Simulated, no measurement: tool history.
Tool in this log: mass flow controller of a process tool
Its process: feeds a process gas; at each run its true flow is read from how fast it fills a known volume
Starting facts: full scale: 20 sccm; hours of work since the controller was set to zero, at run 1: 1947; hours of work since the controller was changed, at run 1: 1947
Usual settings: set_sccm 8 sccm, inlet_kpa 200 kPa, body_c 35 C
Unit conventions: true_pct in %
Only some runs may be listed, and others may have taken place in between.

run	day	set_sccm	inlet_kpa	body_c	hours of work since the controller was set to zero	hours of work since the controller was changed	true_pct
1	0	8	200	35	1947	1947	98.11
2	9.154	8	200	35	2076	2076	97.95
3	15.65	8	200	35	2168	2168	97.86
4	24.125	7	200	35	2288	2288	97.53
5	33.675	8	200	23	2423	2423	98.91
6	38.371	8	200	23	2489	2489	98.98
7	43.762	8	200	23	2565	2565	98.88
8	49.542	8	200	35	2647	2647	97.48
9	59.117	12	200	35	2782	2782	97.63
10	65.462	12	200	35	2872	2872	97.58
11	75.242	8	200	37	3010	3010	96.98
12	80.912	2	200	35	3090	3090	96.55
13	89.238	2	200	35	3208	3208	96.53
14	93.842	2	200	35	3273	3273	96.57
15	102.5	4	192	32	3396	3396	96.85
16	108.888	14	238	34	3486	3486	97.72
17	113.512	8	200	35	3551	3551	96.86
18	124.125	8	200	35	3701	3701	96.73
19	133.396	8	200	35	3832	3832	96.67
20	143.812	8	200	35	3980	3980	96.6
21	151.083	8	200	35	4082	4082	96.48
22	156.371	3	143	38	4157	4157	95.34
# day 159.962: gauge calibrated
23	166.625	8	280	35	4302	4302	98.21

For some of the steps in true_pct from one run to the next: how much would appear even if the tool had no hidden state, given the settings, what came in and random variation, and how much remains for the hidden state plus any gauge scatter that the measured result and the result without hidden state don't share?
The hidden state here: flow at rest that the sensor doesn't see, % of full scale; true flow over the shown one, %; drift of the gauge itself on true_pct, %.
Run 4 -> 5: set_sccm 7 -> 8, body_c 35 -> 23. true_pct +1.38 %: hidden state -0.1, all else +1.48.
Run 7 -> 8: body_c 23 -> 35. true_pct -1.4 %: hidden state -0.05, all else -1.35.
Run 22 -> 23: set_sccm 3 -> 8, inlet_kpa 143 -> 280, body_c 38 -> 35, gauge calibrated. true_pct +2.87 %: hidden state +1.42, all else +1.45.
